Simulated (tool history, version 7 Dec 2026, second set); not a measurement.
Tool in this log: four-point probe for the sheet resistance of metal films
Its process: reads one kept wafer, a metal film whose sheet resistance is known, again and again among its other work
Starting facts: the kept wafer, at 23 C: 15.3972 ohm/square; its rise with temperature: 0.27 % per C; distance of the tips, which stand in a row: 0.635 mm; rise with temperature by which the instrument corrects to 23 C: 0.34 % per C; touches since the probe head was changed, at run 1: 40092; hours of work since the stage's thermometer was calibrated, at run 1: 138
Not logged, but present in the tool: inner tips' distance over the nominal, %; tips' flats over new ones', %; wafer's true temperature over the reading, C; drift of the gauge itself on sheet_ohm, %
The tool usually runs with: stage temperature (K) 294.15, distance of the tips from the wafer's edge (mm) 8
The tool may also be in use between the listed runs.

| run | hour | stage temperature (K) | distance of the tips from the wafer's edge (mm) | touches since the probe head was changed | hours of work since the stage's thermometer was calibrated | sheet resistance as the instrument gives it (ohm/square) |
|---|---|---|---|---|---|---|
| 1 | 0 | 294.15 | 8 | 40092 | 138 | 15.405625 |
| 2 | 18.1 | 294.15 | 8 | 40827 | 147 | 15.403243 |
| 3 | 46.3 | 294.15 | 8 | 41973 | 161 | 15.401982 |
| 4 | 69 | 294.15 | 8 | 42899 | 171 | 15.397523 |
| 5 | 85 | 294.15 | 8 | 43546 | 179 | 15.395217 |
| 6 | 120.9 | 294.15 | 8 | 45006 | 196 | 15.397025 |
| 7 | 141.1 | 294.15 | 8 | 45828 | 206 | 15.395411 |
| 8 | 172.6 | 294.15 | 8 | 47110 | 221 | 15.392953 |
| 9 | 198.8 | 307.15 | 8 | 48172 | 234 | 15.243276 |
| 10 | 224.3 | 307.15 | 8 | 49209 | 246 | 15.246831 |
| 11 | 246.4 | 307.15 | 8 | 50111 | 256 | 15.240485 |
| 12 | 268.5 | 307.15 | 8 | 51008 | 267 | 15.234423 |
| 13 | 290.6 | 307.15 | 8 | 51905 | 277 | 15.243017 |
| 14 | 313.3 | 307.15 | 8 | 52830 | 288 | 15.233428 |
|  | 316.6 | stage's thermometer calibrated |
| 15 | 333.7 | 304.15 | 8 | 53637 | 8 | 15.27179 |
| 16 | 356.1 | 304.15 | 8 | 54549 | 19 | 15.263729 |
| 17 | 388.4 | 294.15 | 8 | 55860 | 34 | 15.373517 |
| 18 | 423.8 | 294.15 | 28 | 57302 | 51 | 15.322085 |
| 19 | 439.3 | 294.15 | 28 | 57932 | 59 | 15.313123 |
| 20 | 457.4 | 294.15 | 28 | 58666 | 67 | 15.318004 |
|  | 465.5 | stage's thermometer calibrated, once more |
| 21 | 479 | 294.15 | 28 | 59523 | 6 | 15.308061 |
| 22 | 497.9 | 294.15 | 28 | 60292 | 15 | 15.306875 |
| 23 | 528 | 297.15 | 15 | 61518 | 30 | 15.277996 |
| 24 | 549.4 | 291.15 | 7 | 62386 | 40 | 15.40174 |
| 25 | 579.4 | 293.15 | 18 | 63607 | 55 | 15.323021 |
| 26 | 600.4 | 293.15 | 23 | 64460 | 65 | 15.312885 |
| 27 | 618.8 | 293.15 | 23 | 65210 | 73 | 15.307862 |
| 28 | 640 | 297.15 | 4 | 66071 | 84 | 15.46481 |
| 29 | 676.2 | 294.15 | 51 | 67541 | 101 | 15.291291 |
| 30 | 700 | 292.15 | 51 | 68508 | 112 | 15.307849 |
| 31 | 716.6 | 293.15 | 14 | 69184 | 120 | 15.314554 |
| 32 | 740.4 | 294.15 | 20 | 70150 | 132 | 15.28778 |
| 33 | 765.7 | 298.15 | 41 | 71179 | 144 | 15.234016 |
| 34 | 786.4 | 298.15 | 41 | 72021 | 154 | 15.232412 |
| 35 | 809.3 | 302.15 | 57 | 72952 | 165 | 15.194735 |
| 36 | 832.1 | 294.15 | 40 | 73879 | 175 | 15.269481 |
| 37 | 857.5 | 294.15 | 40 | 74911 | 188 | 15.274085 |
| 38 | 873.2 | 302.15 | 3 | 75549 | 195 | 15.538865 |
| 39 | 907.9 | 302.15 | 3 | 76961 | 212 | 15.532212 |
| 40 | 928.8 | 302.15 | 3 | 77810 | 222 | 15.524176 |
| 41 | 952.4 | 302.15 | 3 | 78771 | 233 | 15.528831 |

Table of differences, measured result less the result of that run with no hidden state. Run-to-run variation is the same in both. Gauge scatter possibly is not:
| run | sheet resistance as the instrument gives it (ohm/square) |
|---|---|
| 1 | -0.064836 |
| 2 | -0.066454 |
| 3 | -0.069187 |
| 4 | -0.071118 |
| 5 | -0.072557 |
| 6 | -0.075849 |
| 7 | -0.077981 |
| 8 | -0.08099 |
| 9 | -0.0829 |
| 10 | -0.085688 |
| 11 | -0.087724 |
| 12 | -0.089826 |
| 13 | -0.092328 |
| 14 | -0.094601 |
| 15 | -0.096299 |
| 16 | -0.09866 |
| 17 | -0.102499 |
| 18 | -0.105752 |
| 19 | -0.107243 |
| 20 | -0.109079 |
| 21 | -0.112384 |
| 22 | -0.114332 |
| 23 | -0.117227 |
| 24 | -0.120517 |
| 25 | -0.122845 |
| 26 | -0.124739 |
| 27 | -0.126517 |
| 28 | -0.129954 |
| 29 | -0.132527 |
| 30 | -0.134963 |
| 31 | -0.136759 |
| 32 | -0.138868 |
| 33 | -0.140969 |
| 34 | -0.143107 |
| 35 | -0.145182 |
| 36 | -0.148239 |
| 37 | -0.150943 |
| 38 | -0.154936 |
| 39 | -0.158776 |
| 40 | -0.160865 |
| 41 | -0.163144 |

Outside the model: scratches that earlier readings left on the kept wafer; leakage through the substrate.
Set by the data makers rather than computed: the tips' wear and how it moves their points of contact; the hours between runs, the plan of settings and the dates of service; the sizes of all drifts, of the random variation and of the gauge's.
